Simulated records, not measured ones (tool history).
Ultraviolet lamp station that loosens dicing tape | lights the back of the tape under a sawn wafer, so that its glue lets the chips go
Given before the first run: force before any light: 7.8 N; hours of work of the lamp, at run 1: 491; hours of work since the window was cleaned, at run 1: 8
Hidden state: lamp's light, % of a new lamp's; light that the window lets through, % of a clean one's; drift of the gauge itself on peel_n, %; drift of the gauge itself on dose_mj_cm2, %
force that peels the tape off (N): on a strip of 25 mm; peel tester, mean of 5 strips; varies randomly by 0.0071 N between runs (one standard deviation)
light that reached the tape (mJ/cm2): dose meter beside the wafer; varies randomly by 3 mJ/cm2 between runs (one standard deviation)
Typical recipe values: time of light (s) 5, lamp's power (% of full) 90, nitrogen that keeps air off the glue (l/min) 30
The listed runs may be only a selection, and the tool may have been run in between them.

| run | day | time of light (s) | lamp's power (% of full) | nitrogen that keeps air off the glue (l/min) | hours of work of the lamp | hours of work since the window was cleaned | force that peels the tape off (N) | light that reached the tape (mJ/cm2) |
|---|---|---|---|---|---|---|---|---|
| 1 | 0 | 5 | 90 | 30 | 491 | 8 | 0.255 | 436 |
| 2 | 0.929 | 5 | 90 | 30 | 505 | 23 | 0.249 | 439 |
| 3 | 1.542 | 5 | 90 | 30 | 515 | 33 | 0.244 | 441 |
| 4 | 2.783 | 5 | 90 | 30 | 535 | 52 | 0.249 | 437 |
| 5 | 3.838 | 5 | 90 | 30 | 552 | 69 | 0.249 | 436 |
| 6 | 4.658 | 5 | 90 | 30 | 565 | 83 | 0.245 | 438 |
| 7 | 5.512 | 5 | 90 | 30 | 579 | 96 | 0.25 | 436 |
| 8 | 6.862 | 5 | 90 | 30 | 600 | 118 | 0.255 | 437 |
| 9 | 7.933 | 5 | 90 | 30 | 618 | 135 | 0.26 | 430 |
| 10 | 9.25 | 5 | 91 | 30 | 639 | 156 | 0.249 | 439 |
| 11 | 10.596 | 5 | 91 | 30 | 660 | 178 | 0.247 | 438 |
| 12 | 12.05 | 5 | 90 | 30 | 683 | 201 | 0.256 | 439 |
| 13 | 12.967 | 5 | 90 | 30 | 698 | 215 | 0.249 | 433 |
| 14 | 14.112 | 5 | 72 | 30 | 716 | 234 | 0.363 | 342 |
| 15 | 15.333 | 4 | 90 | 30 | 736 | 253 | 0.358 | 353 |
| 16 | 16.004 | 3 | 76 | 30 | 747 | 264 | 0.904 | 224 |
| 17 | 16.617 | 3 | 76 | 30 | 756 | 274 | 0.916 | 223 |
| 18 | 17.392 | 7 | 96 | 23 | 769 | 286 | 0.189 | 654 |
| 19 | 18.067 | 7 | 96 | 23 | 780 | 297 | 0.197 | 655 |
| 20 | 19.05 | 3 | 77 | 30 | 795 | 313 | 0.857 | 218 |
| 21 | 20.067 | 3 | 77 | 30 | 812 | 329 | 0.877 | 223 |
| 22 | 20.833 | 3 | 77 | 30 | 824 | 341 | 0.888 | 222 |
| 23 | 22.033 | 2 | 61 | 29 | 843 | 360 | 2.407 | 119 |
| 24 | 23.104 | 5 | 82 | 49 | 860 | 378 | 0.258 | 397 |
| 25 | 24.354 | 4 | 80 | 29 | 880 | 398 | 0.461 | 313 |
| 26 | 25.217 | 4 | 80 | 29 | 894 | 411 | 0.466 | 308 |
| 27 | 26.504 | 4 | 80 | 15 | 915 | 432 | 0.635 | 309 |
| 28 | 27.858 | 4 | 80 | 15 | 936 | 454 | 0.623 | 309 |

How would selected steps in force that peels the tape off (N) from run to run divide? Give the signed amount a tool lacking its hidden state would still show from settings, what came in and random variation, and the signed amount left for the hidden state, including any gauge scatter that is not in both of the compared results.
Run 17 -> 18: time of light (s) 3 -> 7, lamp's power (% of full) 76 -> 96, nitrogen that keeps air off the glue (l/min) 30 -> 23. force that peels the tape off (N) -0.727: hidden state -0.006, all else -0.721.
Run 22 -> 23: time of light (s) 3 -> 2, lamp's power (% of full) 77 -> 61, nitrogen that keeps air off the glue (l/min) 30 -> 29. force that peels the tape off (N) +1.519: hidden state +0.005, all else +1.514.
Run 23 -> 24: time of light (s) 2 -> 5, lamp's power (% of full) 61 -> 82, nitrogen that keeps air off the glue (l/min) 29 -> 49. force that peels the tape off (N) -2.149: hidden state -0.012, all else -2.137.
